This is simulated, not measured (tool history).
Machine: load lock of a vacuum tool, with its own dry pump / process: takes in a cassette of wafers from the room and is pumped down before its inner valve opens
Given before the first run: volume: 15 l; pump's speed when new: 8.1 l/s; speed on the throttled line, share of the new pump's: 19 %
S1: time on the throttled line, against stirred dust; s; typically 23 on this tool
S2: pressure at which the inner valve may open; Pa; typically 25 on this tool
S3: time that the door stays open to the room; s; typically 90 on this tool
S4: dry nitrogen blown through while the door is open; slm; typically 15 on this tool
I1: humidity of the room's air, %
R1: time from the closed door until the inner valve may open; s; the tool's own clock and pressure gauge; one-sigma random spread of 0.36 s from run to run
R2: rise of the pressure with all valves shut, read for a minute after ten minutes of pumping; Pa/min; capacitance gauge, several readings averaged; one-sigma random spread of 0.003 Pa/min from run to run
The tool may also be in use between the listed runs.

run 1 hour=0.0 | S1=23 S2=25 S3=90 S4=15 | I1=44.4 | R1=35.7 R2=0.115
run 2 hour=247.3 | S1=23 S2=25 S3=85 S4=15 | I1=44.0 | R1=35.9 R2=0.132
run 3 hour=446.8 | S1=15 S2=25 S3=90 S4=15 | I1=41.5 | R1=29.5 R2=0.142
run 4 hour=577.3 | S1=15 S2=25 S3=90 S4=15 | I1=49.4 | R1=29.5 R2=0.151
run 5 hour=814.3 | S1=15 S2=25 S3=90 S4=15 | I1=46.3 | R1=29.8 R2=0.168
run 6 hour=1020.0 | S1=15 S2=25 S3=90 S4=15 | I1=42.8 | R1=29.4 R2=0.176
run 7 hour=1197.3 | S1=14 S2=25 S3=90 S4=15 | I1=43.9 | R1=29.1 R2=0.198
run 8 hour=1368.1 | S1=23 S2=25 S3=90 S4=15 | I1=46.6 | R1=35.6 R2=0.214
run 9 hour=1483.0 | S1=23 S2=25 S3=90 S4=15 | I1=44.7 | R1=35.7 R2=0.214
run 10 hour=1728.4 | S1=23 S2=25 S3=90 S4=15 | I1=45.9 | R1=36.7 R2=0.244
run 11 hour=1910.5 | S1=23 S2=25 S3=90 S4=15 | I1=45.1 | R1=35.9 R2=0.255
run 12 hour=2082.9 | S1=23 S2=25 S3=90 S4=15 | I1=43.2 | R1=36.3 R2=0.269
run 13 hour=2321.4 | S1=23 S2=37 S3=90 S4=15 | I1=43.6 | R1=35.1 R2=0.293
run 14 hour=2528.4 | S1=23 S2=37 S3=90 S4=15 | I1=45.3 | R1=34.9 R2=0.314
run 15 hour=2697.1 | S1=23 S2=37 S3=116 S4=15 | I1=43.4 | R1=35.3 R2=0.339
run 16 hour=2853.0 | S1=23 S2=25 S3=90 S4=15 | I1=46.3 | R1=36.4 R2=0.359
run 17 hour=3007.3 | S1=23 S2=25 S3=90 S4=15 | I1=43.9 | R1=36.3 R2=0.375
run 18 hour=3122.2 | S1=23 S2=25 S3=90 S4=15 | I1=47.2 | R1=37.1 R2=0.386
run 19 hour=3269.2 | S1=23 S2=25 S3=90 S4=15 | I1=49.0 | R1=37.0 R2=0.402
run 20 hour=3461.8 | S1=23 S2=25 S3=90 S4=15 | I1=45.2 | R1=36.2 R2=0.430
run 21 hour=3638.9 | S1=23 S2=25 S3=90 S4=15 | I1=46.4 | R1=37.0 R2=0.456
run 22 hour=3851.7 | S1=38 S2=45 S3=99 S4=17 | I1=45.7 | R1=46.5 R2=0.479
run 23 hour=4083.5 | S1=38 S2=46 S3=99 S4=43 | I1=45.5 | R1=46.5 R2=0.494

Run 24, settings as shown, results not yet in. Your forecast:
run 24 hour=4292.6 | S1=37 S2=29 S3=33 S4=7 | I1=43.4 | R1=? R2=?

{"run 24": {"R1": 46.6, "R2": 0.538}}
The same run, on a tool lacking any hidden state, would have yielded R1 44.7 s, R2 0.043 Pa/min.
